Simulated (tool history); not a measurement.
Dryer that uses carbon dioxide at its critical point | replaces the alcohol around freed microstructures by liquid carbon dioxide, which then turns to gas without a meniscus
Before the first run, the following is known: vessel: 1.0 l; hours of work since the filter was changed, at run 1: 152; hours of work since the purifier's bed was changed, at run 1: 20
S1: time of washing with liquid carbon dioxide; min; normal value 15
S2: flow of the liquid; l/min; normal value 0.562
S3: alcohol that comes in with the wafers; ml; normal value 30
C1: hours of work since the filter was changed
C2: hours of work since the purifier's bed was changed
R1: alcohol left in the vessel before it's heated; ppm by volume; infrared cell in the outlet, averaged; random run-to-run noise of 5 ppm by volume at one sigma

{"run": 1, "hour": 0.0, "S1": 15, "S2": 0.562, "S3": 30, "C1": 152, "C2": 20, "R1": 39}
{"run": 2, "hour": 50.0, "S1": 15, "S2": 0.664, "S3": 30, "C1": 189, "C2": 57, "R1": 17}
{"run": 3, "hour": 87.8, "S1": 21, "S2": 0.562, "S3": 30, "C1": 217, "C2": 85, "R1": 30}
{"run": 4, "hour": 133.7, "S1": 21, "S2": 0.562, "S3": 30, "C1": 251, "C2": 119, "R1": 33}
{"hour": 160.1, "done": "inlet filter changed"}
{"run": 5, "hour": 177.2, "S1": 21, "S2": 0.562, "S3": 30, "C1": 13, "C2": 150, "R1": 28}
{"run": 6, "hour": 241.1, "S1": 21, "S2": 0.562, "S3": 30, "C1": 60, "C2": 197, "R1": 36}
{"run": 7, "hour": 293.4, "S1": 21, "S2": 0.562, "S3": 30, "C1": 99, "C2": 236, "R1": 44}
{"run": 8, "hour": 320.4, "S1": 15, "S2": 0.562, "S3": 30, "C1": 119, "C2": 256, "R1": 59}
{"run": 9, "hour": 358.6, "S1": 15, "S2": 0.562, "S3": 30, "C1": 147, "C2": 284, "R1": 75}
{"run": 10, "hour": 410.0, "S1": 15, "S2": 0.562, "S3": 30, "C1": 185, "C2": 322, "R1": 87}
{"run": 11, "hour": 455.8, "S1": 15, "S2": 0.562, "S3": 30, "C1": 219, "C2": 356, "R1": 98}
{"run": 12, "hour": 511.5, "S1": 15, "S2": 0.562, "S3": 30, "C1": 260, "C2": 398, "R1": 119}
{"hour": 524.5, "done": "inlet filter changed"}
{"run": 13, "hour": 550.7, "S1": 15, "S2": 0.562, "S3": 30, "C1": 19, "C2": 426, "R1": 77}
{"run": 14, "hour": 591.5, "S1": 15, "S2": 0.562, "S3": 30, "C1": 50, "C2": 456, "R1": 92}
{"run": 15, "hour": 645.9, "S1": 15, "S2": 0.562, "S3": 92, "C1": 90, "C2": 496, "R1": 145}
{"run": 16, "hour": 705.3, "S1": 15, "S2": 0.562, "S3": 30, "C1": 134, "C2": 540, "R1": 111}
{"run": 17, "hour": 770.8, "S1": 15, "S2": 0.562, "S3": 30, "C1": 182, "C2": 589, "R1": 128}
{"run": 18, "hour": 808.0, "S1": 11, "S2": 0.562, "S3": 30, "C1": 210, "C2": 616, "R1": 313}
{"run": 19, "hour": 850.5, "S1": 11, "S2": 0.562, "S3": 30, "C1": 241, "C2": 648, "R1": 351}
{"hour": 888.2, "done": "inlet filter changed"}
{"run": 20, "hour": 903.0, "S1": 11, "S2": 0.562, "S3": 30, "C1": 11, "C2": 686, "R1": 214}
{"run": 21, "hour": 932.1, "S1": 11, "S2": 0.562, "S3": 30, "C1": 32, "C2": 707, "R1": 229}
{"run": 22, "hour": 988.3, "S1": 11, "S2": 0.562, "S3": 30, "C1": 74, "C2": 749, "R1": 256}
{"run": 23, "hour": 1045.2, "S1": 11, "S2": 0.562, "S3": 30, "C1": 116, "C2": 791, "R1": 284}
{"run": 24, "hour": 1110.7, "S1": 11, "S2": 0.562, "S3": 30, "C1": 165, "C2": 840, "R1": 325}
{"run": 25, "hour": 1174.2, "S1": 19, "S2": 0.381, "S3": 54, "C1": 212, "C2": 887, "R1": 309}
{"run": 26, "hour": 1231.3, "S1": 19, "S2": 0.381, "S3": 54, "C1": 254, "C2": 929, "R1": 345}
{"hour": 1251.8, "done": "inlet filter changed"}
{"run": 27, "hour": 1272.6, "S1": 19, "S2": 0.381, "S3": 54, "C1": 15, "C2": 959, "R1": 221}
{"run": 28, "hour": 1318.7, "S1": 20, "S2": 0.584, "S3": 57, "C1": 49, "C2": 993, "R1": 150}
{"run": 29, "hour": 1352.3, "S1": 20, "S2": 0.584, "S3": 57, "C1": 74, "C2": 1018, "R1": 160}
{"run": 30, "hour": 1392.8, "S1": 20, "S2": 0.584, "S3": 57, "C1": 104, "C2": 1048, "R1": 183}
{"run": 31, "hour": 1445.1, "S1": 20, "S2": 0.584, "S3": 57, "C1": 143, "C2": 1086, "R1": 180}
{"hour": 1468.5, "done": "purifier's bed changed"}
{"run": 32, "hour": 1510.3, "S1": 9, "S2": 0.502, "S3": 112, "C1": 189, "C2": 31, "R1": 2857}
{"run": 33, "hour": 1537.9, "S1": 16, "S2": 0.388, "S3": 107, "C1": 209, "C2": 51, "R1": 709}
{"run": 34, "hour": 1580.2, "S1": 17, "S2": 0.388, "S3": 107, "C1": 241, "C2": 83, "R1": 634}
{"run": 35, "hour": 1609.3, "S1": 17, "S2": 0.388, "S3": 107, "C1": 262, "C2": 104, "R1": 670}
{"hour": 1620.9, "done": "inlet filter changed"}
{"run": 36, "hour": 1641.1, "S1": 24, "S2": 0.867, "S3": 30, "C1": 15, "C2": 127, "R1": 22}
{"run": 37, "hour": 1696.2, "S1": 15, "S2": 0.59, "S3": 43, "C1": 56, "C2": 168, "R1": 44}
{"run": 38, "hour": 1723.9, "S1": 15, "S2": 0.59, "S3": 43, "C1": 76, "C2": 188, "R1": 50}
{"run": 39, "hour": 1787.1, "S1": 15, "S2": 0.59, "S3": 43, "C1": 123, "C2": 235, "R1": 62}
{"run": 40, "hour": 1846.5, "S1": 16, "S2": 0.562, "S3": 57, "C1": 167, "C2": 279, "R1": 81}
{"run": 41, "hour": 1899.4, "S1": 15, "S2": 0.391, "S3": 48, "C1": 206, "C2": 318, "R1": 494}
{"run": 42, "hour": 1959.3, "S1": 15, "S2": 0.391, "S3": 48, "C1": 250, "C2": 362, "R1": 588}
{"hour": 1986.4, "done": "inlet filter changed"}
{"run": 43, "hour": 2005.0, "S1": 15, "S2": 0.828, "S3": 34, "C1": 14, "C2": 396, "R1": 71}
{"run": 44, "hour": 2052.2, "S1": 15, "S2": 0.444, "S3": 80, "C1": 49, "C2": 430, "R1": 277}
{"run": 45, "hour": 2103.5, "S1": 11, "S2": 0.908, "S3": 30, "C1": 87, "C2": 468, "R1": 90}
{"run": 46, "hour": 2148.4, "S1": 11, "S2": 0.908, "S3": 67, "C1": 120, "C2": 502, "R1": 108}

Had the tool no unlogged condition, and each run kept its random variation, what would the results have been?
The hidden state here: flow that reaches the vessel past the clogged filter, %; alcohol in the recycled carbon dioxide, ppm; drift of the gauge itself on alcohol_ppm, %.
run=1 R1=19
run=2 R1=0
run=3 R1=14
run=4 R1=11
run=5 R1=3
run=6 R1=4
run=7 R1=6
run=8 R1=9
run=9 R1=16
run=10 R1=16
run=11 R1=16
run=12 R1=22
run=13 R1=8
run=14 R1=18
run=15 R1=45
run=16 R1=11
run=17 R1=18
run=18 R1=104
run=19 R1=106
run=20 R1=101
run=21 R1=106
run=22 R1=106
run=23 R1=101
run=24 R1=108
run=25 R1=72
run=26 R1=73
run=27 R1=68
run=28 R1=0
run=29 R1=3
run=30 R1=19
run=31 R1=12
run=32 R1=1700
run=33 R1=321
run=34 R1=237
run=35 R1=234
run=36 R1=0
run=37 R1=12
run=38 R1=13
run=39 R1=14
run=40 R1=12
run=41 R1=208
run=42 R1=208
run=43 R1=9
run=44 R1=168
run=45 R1=13
run=46 R1=18
